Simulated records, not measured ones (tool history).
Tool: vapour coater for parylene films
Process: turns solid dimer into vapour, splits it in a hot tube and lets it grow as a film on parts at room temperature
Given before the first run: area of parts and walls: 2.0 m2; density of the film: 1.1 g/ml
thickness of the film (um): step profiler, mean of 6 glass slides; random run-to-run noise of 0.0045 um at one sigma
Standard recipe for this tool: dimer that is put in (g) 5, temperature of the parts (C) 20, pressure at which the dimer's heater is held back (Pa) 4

| run | hour | dimer that is put in (g) | temperature of the parts (C) | pressure at which the dimer's heater is held back (Pa) | thickness of the film (um) |
|---|---|---|---|---|---|
| 1 | 0 | 5 | 20 | 4 | 1.353 |
|  | 11.1 | trap's valve overhauled |
| 2 | 36.7 | 5 | 20 | 4 | 1.353 |
| 3 | 67.9 | 5 | 30 | 4 | 0.885 |
| 4 | 96.4 | 5 | 31 | 4 | 0.844 |
| 5 | 118.7 | 3 | 31 | 4 | 0.509 |
| 6 | 141.2 | 3 | 31 | 4 | 0.51 |
| 7 | 160.7 | 3 | 31 | 4 | 0.503 |
| 8 | 177.3 | 3 | 31 | 4 | 0.507 |
| 9 | 193.9 | 3 | 31 | 4 | 0.505 |
| 10 | 213.2 | 3 | 31 | 4 | 0.509 |
| 11 | 235.6 | 3 | 31 | 4 | 0.508 |
| 12 | 251.2 | 3 | 31 | 4 | 0.501 |
| 13 | 286.2 | 5 | 25 | 4 | 1.084 |
| 14 | 302.2 | 5 | 25 | 4 | 1.091 |
| 15 | 319.7 | 5 | 25 | 4 | 1.083 |
| 16 | 336 | 5 | 25 | 4 | 1.08 |
| 17 | 372.8 | 6 | 20 | 4 | 1.61 |
| 18 | 403.4 | 6 | 20 | 4 | 1.594 |
| 19 | 425 | 5 | 20 | 4 | 1.339 |
| 20 | 453.8 | 5 | 20 | 4 | 1.326 |
| 21 | 486.7 | 5 | 20 | 4 | 1.33 |
| 22 | 521.4 | 5 | 20 | 4 | 1.33 |
|  | 542.3 | gauge calibrated |
| 23 | 546.4 | 3 | 20 | 4 | 0.815 |
| 24 | 576.8 | 7 | 20 | 5.45 | 1.792 |
| 25 | 607.5 | 7 | 20 | 5.45 | 1.802 |
| 26 | 635.6 | 7 | 20 | 5.45 | 1.791 |
| 27 | 652.8 | 7 | 20 | 4.54 | 1.854 |
| 28 | 671 | 7 | 20 | 4.54 | 1.841 |
| 29 | 705.8 | 7 | 20 | 4.54 | 1.843 |
|  | 711.4 | trap's valve overhauled |
| 30 | 743.3 | 7 | 12 | 3.09 | 2.769 |
| 31 | 768 | 7 | 16 | 6.56 | 2.061 |
| 32 | 800.1 | 4 | 21 | 3.17 | 1.069 |
| 33 | 835.5 | 8 | 27 | 3.17 | 1.65 |
| 34 | 867.8 | 8 | 27 | 3.17 | 1.652 |
| 35 | 891.2 | 8 | 27 | 3.17 | 1.662 |
| 36 | 909.8 | 3 | 18 | 3.17 | 0.906 |
| 37 | 933.6 | 3 | 18 | 3.17 | 0.912 |
| 38 | 950.8 | 3 | 18 | 3.17 | 0.911 |
| 39 | 983.5 | 3 | 18 | 2.29 | 0.96 |
| 40 | 1001.1 | 3 | 22 | 10.18 | 0.629 |
| 41 | 1033 | 3 | 22 | 10.18 | 0.624 |
|  | 1052.4 | gauge calibrated |
| 42 | 1054.1 | 3 | 22 | 10.18 | 0.632 |
| 43 | 1085.9 | 3 | 22 | 10.18 | 0.635 |
| 44 | 1123 | 3 | 14 | 7.95 | 0.931 |
| 45 | 1144.4 | 2 | 15 | 8.35 | 0.603 |
| 46 | 1169 | 5 | 15 | 4 | 1.671 |

Predict each of these 3 candidate next runs independently; none follows another, all start after run 46:
| A | 1189.3 | 5 | 20 | 2.37 | ? |
| B | 1189.3 | 4 | 20 | 4 | ? |
| C | 1189.3 | 5 | 26 | 4 | ? |

| run | thickness of the film (um) |
|---|---|
| A | 1.479 |
| B | 1.08 |
| C | 1.044 |
With the hidden condition removed and each run's random variation left untouched, the same runs would have given:
| run | thickness of the film (um) |
|---|---|
| A | 1.487 |
| B | 1.085 |
| C | 1.05 |
